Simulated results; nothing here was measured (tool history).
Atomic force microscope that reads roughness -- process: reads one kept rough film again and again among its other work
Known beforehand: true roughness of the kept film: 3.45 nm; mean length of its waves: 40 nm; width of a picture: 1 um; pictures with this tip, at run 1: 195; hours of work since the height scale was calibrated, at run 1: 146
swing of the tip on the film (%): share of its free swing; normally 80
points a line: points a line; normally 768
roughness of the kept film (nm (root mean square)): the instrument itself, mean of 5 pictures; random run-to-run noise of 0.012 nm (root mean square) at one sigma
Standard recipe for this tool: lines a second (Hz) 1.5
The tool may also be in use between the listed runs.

| run | hour | lines a second (Hz) | swing of the tip on the film (%) | points a line | pictures with this tip | hours of work since the height scale was calibrated | roughness of the kept film (nm (root mean square)) |
|---|---|---|---|---|---|---|---|
| 1 | 0 | 1.5 | 80 | 768 | 195 | 146 | 2.387 |
| 2 | 9.9 | 1.5 | 80 | 768 | 210 | 152 | 2.351 |
| 3 | 19.5 | 1.5 | 80 | 768 | 224 | 157 | 2.328 |
| 4 | 27.8 | 1.5 | 80 | 768 | 236 | 162 | 2.314 |
| 5 | 36.7 | 1.5 | 80 | 768 | 249 | 167 | 2.282 |
|  | 39.9 | new tip fitted |
| 6 | 44 | 2.19 | 80 | 768 | 6 | 170 | 2.581 |
| 7 | 51.2 | 2.35 | 80 | 768 | 16 | 174 | 2.535 |
| 8 | 58.7 | 1.5 | 80 | 870 | 27 | 178 | 2.693 |
| 9 | 69.1 | 1.5 | 80 | 870 | 42 | 184 | 2.662 |
| 10 | 76.9 | 1.5 | 80 | 870 | 54 | 189 | 2.657 |
| 11 | 87.7 | 1.5 | 63 | 768 | 69 | 195 | 2.852 |
| 12 | 97.3 | 1.98 | 67 | 607 | 84 | 200 | 2.701 |
| 13 | 103.6 | 1.98 | 67 | 607 | 93 | 203 | 2.698 |
| 14 | 112.4 | 1.98 | 67 | 607 | 106 | 208 | 2.649 |
| 15 | 117.8 | 1.3 | 65 | 607 | 113 | 211 | 2.733 |
| 16 | 127.2 | 1.3 | 65 | 607 | 127 | 217 | 2.714 |
| 17 | 135.8 | 1.64 | 80 | 397 | 140 | 221 | 2.439 |
| 18 | 144.3 | 1.5 | 57 | 397 | 152 | 226 | 2.699 |
| 19 | 154.4 | 1.5 | 59 | 968 | 167 | 232 | 2.66 |
| 20 | 162 | 1.5 | 59 | 968 | 178 | 236 | 2.654 |
| 21 | 172.3 | 1.5 | 59 | 968 | 193 | 242 | 2.618 |
| 22 | 180.8 | 1.5 | 59 | 968 | 205 | 246 | 2.596 |

Branching from run 22: 3 alternative next runs. What would each branch give?
| A | 188.8 | 1.5 | 80 | 698 | 217 | 251 | ? |
| B | 188.8 | 3.45 | 67 | 580 | 217 | 251 | ? |
| C | 188.8 | 0.62 | 80 | 708 | 217 | 251 | ? |

| run | roughness of the kept film (nm (root mean square)) |
|---|---|
| A | 2.335 |
| B | 2.294 |
| C | 2.551 |
Without the tool's hidden state the same runs would have given:
| run | roughness of the kept film (nm (root mean square)) |
|---|---|
| A | 2.759 |
| B | 2.712 |
| C | 3.013 |
